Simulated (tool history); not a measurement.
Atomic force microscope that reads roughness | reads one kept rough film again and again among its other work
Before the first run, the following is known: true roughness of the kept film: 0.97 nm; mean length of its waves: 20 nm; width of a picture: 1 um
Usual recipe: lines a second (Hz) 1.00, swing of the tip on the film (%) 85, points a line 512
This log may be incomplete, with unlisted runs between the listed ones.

run   hour  lines a second (Hz)  swing of the tip on the film (%)  points a line  roughness of the kept film (nm (root mean square))
  1    0.0                 1.00                                85            512                                               0.699
      14.8  -- new tip fitted
  2   17.9                 1.00                                85            512                                               0.821
  3   32.6                 1.00                                85            512                                               0.814
  4   48.7                 1.00                                85            512                                               0.797
  5   68.1                 2.23                                85            512                                               0.717
  6   86.3                 1.00                                85            532                                               0.778
  7   99.4                 1.00                                85            512                                               0.773
  8  118.6                 1.00                                85            512                                               0.770
  9  135.9                 1.00                                85            512                                               0.749
 10  144.8                 1.00                                85            512                                               0.752
 11  161.7                 1.00                                85            512                                               0.745
 12  174.0                 1.00                                85            512                                               0.751
 13  187.5                 1.00                                85            512                                               0.731
 14  200.1                 1.00                                85            512                                               0.731
 15  214.9                 1.00                                85            512                                               0.718
 16  232.9                 1.00                                85            512                                               0.711
 17  249.1                 1.00                                85            512                                               0.703
 18  269.4                 1.00                                85            512                                               0.699
 19  282.9                 1.00                                72            512                                               0.719
     296.3  -- new tip fitted
 20  305.1                 1.00                                86            986                                               0.817
 21  314.4                 1.00                                83            319                                               0.800
 22  335.3                 1.00                                83            319                                               0.786
 23  350.2                 1.00                                71            276                                               0.799
 24  371.2                 1.00                                71            276                                               0.795
 25  385.6                 1.15                                65            270                                               0.799
 26  395.9                 3.32                                85            884                                               0.649
 27  416.3                 3.32                                85            884                                               0.625
 28  437.3                 3.32                                85            884                                               0.628
 29  459.1                 3.32                                85            884                                               0.612
 30  470.6                 0.52                                65            270                                               0.767
 31  489.9                 0.52                                65            270                                               0.761
 32  505.6                 1.76                                65            988                                               0.748

Run 33 is up next; what results do you expect?
 33  518.5                 1.39                                71            512                                                   ?

Run 33 measured roughness of the kept film (nm (root mean square)) 0.727.
On a tool with no hidden condition, and with the same random variation, this run would have come out at roughness of the kept film (nm (root mean square)) 0.845.
